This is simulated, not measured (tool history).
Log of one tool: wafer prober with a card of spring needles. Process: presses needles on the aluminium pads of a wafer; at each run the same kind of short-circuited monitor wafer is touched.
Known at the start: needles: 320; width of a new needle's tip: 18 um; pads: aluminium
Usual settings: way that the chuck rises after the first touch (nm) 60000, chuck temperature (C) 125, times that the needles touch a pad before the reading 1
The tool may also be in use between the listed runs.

run	day	way that the chuck rises after the first touch (nm)	chuck temperature (C)	times that the needles touch a pad before the reading	resistance of one needle with its contact and lead (mohm)	way that a needle slides on the pad (nm)
1	0	60000	125	1	148	11750
# day 0.117: tips cleaned on abrasive film
2	0.362	60000	125	1	147	11740
# day 0.612: tips cleaned on abrasive film
3	0.65	60000	125	1	149	11710
4	1.062	60000	125	1	152	11680
# day 1.112: tips cleaned on abrasive film
# day 1.429: height of the first contact set anew
5	1.429	63000	125	1	149	12270
# day 1.621: tips cleaned on abrasive film
# day 2.1: tips cleaned on abrasive film
6	2.121	44000	125	1	156	8560
7	2.538	44000	125	1	156	8560
# day 2.596: tips cleaned on abrasive film
8	3.029	60000	125	1	151	11670
# day 3.088: tips cleaned on abrasive film
9	3.362	60000	125	1	151	11660
# day 3.579: tips cleaned on abrasive film
# day 4.042: tips cleaned on abrasive film
10	4.042	60000	125	1	149	11640
# day 4.508: tips cleaned on abrasive film
11	4.604	60000	101	1	146	11640
12	4.908	60000	101	1	147	11620
# day 5.004: tips cleaned on abrasive film
# day 5.467: tips cleaned on abrasive film
13	5.5	60000	101	2	148	11600
14	5.875	60000	101	2	146	11610
# day 5.929: tips cleaned on abrasive film
# day 6.417: tips cleaned on abrasive film
15	6.529	76000	125	1	145	14690
# day 6.892: tips cleaned on abrasive film
16	6.988	58000	48	1	142	11190
# day 7.079: gauge calibrated
# day 7.375: tips cleaned on abrasive film
17	7.45	58000	48	1	137	11330
# day 7.858: tips cleaned on abrasive film
18	7.908	58000	35	3	136	11310
# day 8.35: tips cleaned on abrasive film
19	8.35	58000	125	3	152	11310
# day 8.771: height of the first contact set anew
# day 8.875: tips cleaned on abrasive film
20	8.892	52000	111	2	151	10140
21	9.321	52000	111	2	150	10110
# day 9.367: tips cleaned on abrasive film
22	9.675	52000	111	2	154	10130
# day 9.833: tips cleaned on abrasive film
23	10.058	68000	118	2	144	13190
# day 10.317: tips cleaned on abrasive film
24	10.625	67000	53	1	135	13020
# day 10.804: tips cleaned on abrasive film
25	10.967	60000	125	1	152	11660
# day 11.292: tips cleaned on abrasive film
26	11.542	69000	28	2	132	13370

Run 27 comes next. What will it give?
# day 11.754: tips cleaned on abrasive film
27	11.942	69000	28	2	?	?

{"run 27": {"resistance of one needle with its contact and lead (mohm)": 132, "way that a needle slides on the pad (nm)": 13390}}
Without the tool's hidden state the same run would have given resistance of one needle with its contact and lead (mohm) 132, way that a needle slides on the pad (nm) 13510.

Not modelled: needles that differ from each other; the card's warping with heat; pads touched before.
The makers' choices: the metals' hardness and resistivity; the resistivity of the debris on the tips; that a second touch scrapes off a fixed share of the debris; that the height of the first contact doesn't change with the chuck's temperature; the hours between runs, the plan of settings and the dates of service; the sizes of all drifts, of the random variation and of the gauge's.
